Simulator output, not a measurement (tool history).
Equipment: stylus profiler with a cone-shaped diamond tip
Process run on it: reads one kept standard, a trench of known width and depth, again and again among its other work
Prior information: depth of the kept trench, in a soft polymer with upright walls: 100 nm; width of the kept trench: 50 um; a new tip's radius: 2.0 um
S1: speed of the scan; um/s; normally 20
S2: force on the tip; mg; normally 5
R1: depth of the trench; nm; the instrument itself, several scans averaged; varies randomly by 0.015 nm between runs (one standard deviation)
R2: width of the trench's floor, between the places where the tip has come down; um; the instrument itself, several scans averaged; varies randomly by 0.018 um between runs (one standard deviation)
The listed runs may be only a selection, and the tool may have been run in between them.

{"run": 1, "hour": 0.0, "S1": 20, "S2": 5, "R1": 102.27, "R2": 48.65}
{"run": 2, "hour": 26.2, "S1": 20, "S2": 5, "R1": 102.26, "R2": 48.65}
{"run": 3, "hour": 54.8, "S1": 20, "S2": 2.88, "R1": 101.53, "R2": 48.63}
{"run": 4, "hour": 79.7, "S1": 20, "S2": 2.88, "R1": 101.58, "R2": 48.61}
{"run": 5, "hour": 96.0, "S1": 20, "S2": 2.88, "R1": 101.57, "R2": 48.66}
{"run": 6, "hour": 118.0, "S1": 20, "S2": 2.88, "R1": 101.59, "R2": 48.64}
{"run": 7, "hour": 140.1, "S1": 20, "S2": 5, "R1": 102.26, "R2": 48.64}
{"run": 8, "hour": 167.2, "S1": 20, "S2": 5, "R1": 102.28, "R2": 48.63}
{"run": 9, "hour": 198.1, "S1": 20, "S2": 5, "R1": 102.26, "R2": 48.65}
{"run": 10, "hour": 229.8, "S1": 20, "S2": 5, "R1": 102.27, "R2": 48.66}
{"run": 11, "hour": 253.3, "S1": 20, "S2": 5, "R1": 102.25, "R2": 48.66}
{"run": 12, "hour": 275.7, "S1": 20, "S2": 5, "R1": 102.24, "R2": 48.66}
{"run": 13, "hour": 295.6, "S1": 20, "S2": 12.72, "R1": 104.25, "R2": 48.72}
{"run": 14, "hour": 327.4, "S1": 27, "S2": 5, "R1": 102.28, "R2": 48.63}
{"run": 15, "hour": 348.3, "S1": 27, "S2": 5, "R1": 102.26, "R2": 48.63}
{"run": 16, "hour": 366.4, "S1": 27, "S2": 5, "R1": 102.25, "R2": 48.63}
{"run": 17, "hour": 385.2, "S1": 27, "S2": 5, "R1": 102.25, "R2": 48.65}
{"run": 18, "hour": 416.4, "S1": 27, "S2": 5, "R1": 102.23, "R2": 48.62}
{"run": 19, "hour": 446.0, "S1": 27, "S2": 5, "R1": 102.28, "R2": 48.61}
{"run": 20, "hour": 472.2, "S1": 27, "S2": 5, "R1": 102.28, "R2": 48.63}
{"run": 21, "hour": 503.9, "S1": 20, "S2": 5, "R1": 102.29, "R2": 48.69}
{"run": 22, "hour": 532.5, "S1": 7, "S2": 5, "R1": 102.28, "R2": 48.74}
{"run": 23, "hour": 566.1, "S1": 7, "S2": 5, "R1": 102.25, "R2": 48.7}
{"run": 24, "hour": 583.6, "S1": 7, "S2": 2.05, "R1": 101.23, "R2": 48.71}
{"run": 25, "hour": 608.6, "S1": 7, "S2": 5.53, "R1": 102.42, "R2": 48.71}
{"run": 26, "hour": 645.2, "S1": 7, "S2": 8.81, "R1": 103.32, "R2": 48.7}
{"run": 27, "hour": 672.9, "S1": 26, "S2": 1.77, "R1": 101.12, "R2": 48.53}
{"run": 28, "hour": 689.3, "S1": 16, "S2": 3.26, "R1": 101.68, "R2": 48.66}
{"run": 29, "hour": 721.9, "S1": 14, "S2": 2.04, "R1": 101.23, "R2": 48.65}
{"run": 30, "hour": 743.2, "S1": 20, "S2": 12.87, "R1": 104.29, "R2": 48.69}
{"run": 31, "hour": 759.6, "S1": 20, "S2": 12.87, "R1": 104.25, "R2": 48.69}
{"run": 32, "hour": 783.8, "S1": 20, "S2": 12.87, "R1": 104.26, "R2": 48.72}
{"run": 33, "hour": 806.5, "S1": 50, "S2": 10.05, "R1": 103.62, "R2": 48.59}
{"run": 34, "hour": 835.2, "S1": 6, "S2": 10.05, "R1": 103.62, "R2": 48.7}
{"run": 35, "hour": 867.3, "S1": 7, "S2": 11.09, "R1": 103.85, "R2": 48.72}
{"run": 36, "hour": 903.4, "S1": 78, "S2": 2.97, "R1": 101.62, "R2": 48.28}
{"run": 37, "hour": 919.8, "S1": 5, "S2": 6.57, "R1": 102.74, "R2": 48.74}
{"run": 38, "hour": 943.4, "S1": 20, "S2": 2.47, "R1": 101.41, "R2": 48.59}
{"run": 39, "hour": 971.7, "S1": 15, "S2": 2.08, "R1": 101.24, "R2": 48.65}
{"run": 40, "hour": 993.8, "S1": 10, "S2": 5.93, "R1": 102.53, "R2": 48.71}
{"run": 41, "hour": 1021.7, "S1": 10, "S2": 5.93, "R1": 102.54, "R2": 48.68}
{"run": 42, "hour": 1038.5, "S1": 9, "S2": 4.39, "R1": 102.07, "R2": 48.69}
{"run": 43, "hour": 1065.4, "S1": 9, "S2": 4.39, "R1": 102.09, "R2": 48.74}
{"run": 44, "hour": 1084.5, "S1": 19, "S2": 1.86, "R1": 101.16, "R2": 48.61}
{"run": 45, "hour": 1112.7, "S1": 19, "S2": 3.01, "R1": 101.62, "R2": 48.63}
{"run": 46, "hour": 1142.5, "S1": 19, "S2": 3.01, "R1": 101.62, "R2": 48.68}

Consider 4 possible next runs. They are alternatives, not a sequence: every one starts from the tool as it was left by run 46. What does each give?
{"run": "A", "hour": 1167.5, "S1": 8, "S2": 12.09, "R1": "?", "R2": "?"}
{"run": "B", "hour": 1167.5, "S1": 20, "S2": 2.08, "R1": "?", "R2": "?"}
{"run": "C", "hour": 1167.5, "S1": 53, "S2": 5.57, "R1": "?", "R2": "?"}
{"run": "D", "hour": 1167.5, "S1": 10, "S2": 1.96, "R1": "?", "R2": "?"}

run=A R1=104.07 R2=48.73
run=B R1=101.26 R2=48.59
run=C R1=102.44 R2=48.5
run=D R1=101.2 R2=48.69
Without the tool's unlogged condition, the same runs would have read:
run=A R1=104.08 R2=48.73
run=B R1=101.26 R2=48.59
run=C R1=102.44 R2=48.51
run=D R1=101.21 R2=48.69
